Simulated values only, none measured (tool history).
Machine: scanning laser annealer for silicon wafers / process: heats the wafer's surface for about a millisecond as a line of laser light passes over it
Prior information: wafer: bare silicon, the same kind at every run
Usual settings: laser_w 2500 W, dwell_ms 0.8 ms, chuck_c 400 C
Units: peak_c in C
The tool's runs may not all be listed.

run,day,laser_w,dwell_ms,chuck_c,peak_c
1,0,2500,0.8,400,1122
2,1.154,2500,0.8,400,1119
3,2.642,2500,0.8,400,1119
4,4.158,2500,0.8,400,1116
5,5.554,2500,0.8,400,1116
# day 5.971: window over the wafer cleaned
6,7.246,2500,0.8,400,1147
7,8.6,2500,0.8,400,1140
8,9.288,2500,0.931,400,1189
9,10.604,2500,0.931,400,1185
10,11.562,2567,0.8,400,1164
11,12.333,2276,0.8,400,1059
12,13.067,2276,0.8,407,1064
13,14.175,2276,0.8,407,1063
# day 14.479: optics aligned, line set to its width
14,15.638,2348,0.8,407,1086
15,16.838,2348,0.8,407,1078
16,17.883,2348,0.8,407,1083
17,19.154,2348,0.8,407,1080
# day 20.108: optics aligned, line set to its width, once more
18,20.658,2500,0.8,431,1164
19,22.129,2500,0.8,400,1132
20,23.304,2500,0.8,400,1133
21,23.954,2500,0.8,400,1130
22,25.404,2239,0.754,426,1053
23,26.967,2593,0.8,400,1160
24,27.662,2219,0.908,373,1043
25,28.946,2219,0.908,373,1038
26,30.104,2140,0.8,399,999
27,30.912,2367,0.899,421,1135
28,32.204,2417,0.959,421,1169
29,33.438,2369,0.959,431,1157
30,34.579,2369,0.959,431,1156
31,35.638,2311,0.8,426,1080
32,37.154,2733,0.746,400,1168
33,38.304,2733,0.746,400,1168
# day 38.512: window over the wafer cleaned
34,39.233,2424,0.811,391,1110
35,40.692,2424,0.811,366,1084
36,41.438,2500,0.8,435,1177
37,42.929,2266,0.801,400,1059
38,43.712,2266,0.801,400,1057
39,44.971,2266,0.801,400,1059
40,45.629,2266,0.801,400,1054
41,46.421,2266,0.801,400,1057

Below, each run's measurement less what the same run would have read without the hidden state. Both values contain the same run-to-run variation, but the gauge's scatter may not be the same in both:
The tool's hidden condition here consists of: light that passes the window, % of a clean one's; laser's true power over the reading, %; width of the line over the set one, %; drift of the gauge itself on peak_c, C.
run,peak_c
1,-38
2,-40
3,-42
4,-44
5,-46
6,-17
7,-19
8,-21
9,-23
10,-24
11,-21
12,-23
13,-24
14,-30
15,-31
16,-32
17,-34
18,-24
19,-26
20,-27
21,-28
22,-26
23,-33
24,-30
25,-32
26,-30
27,-37
28,-41
29,-42
30,-44
31,-41
32,-50
33,-52
34,-15
35,-18
36,-19
37,-18
38,-20
39,-21
40,-22
41,-23
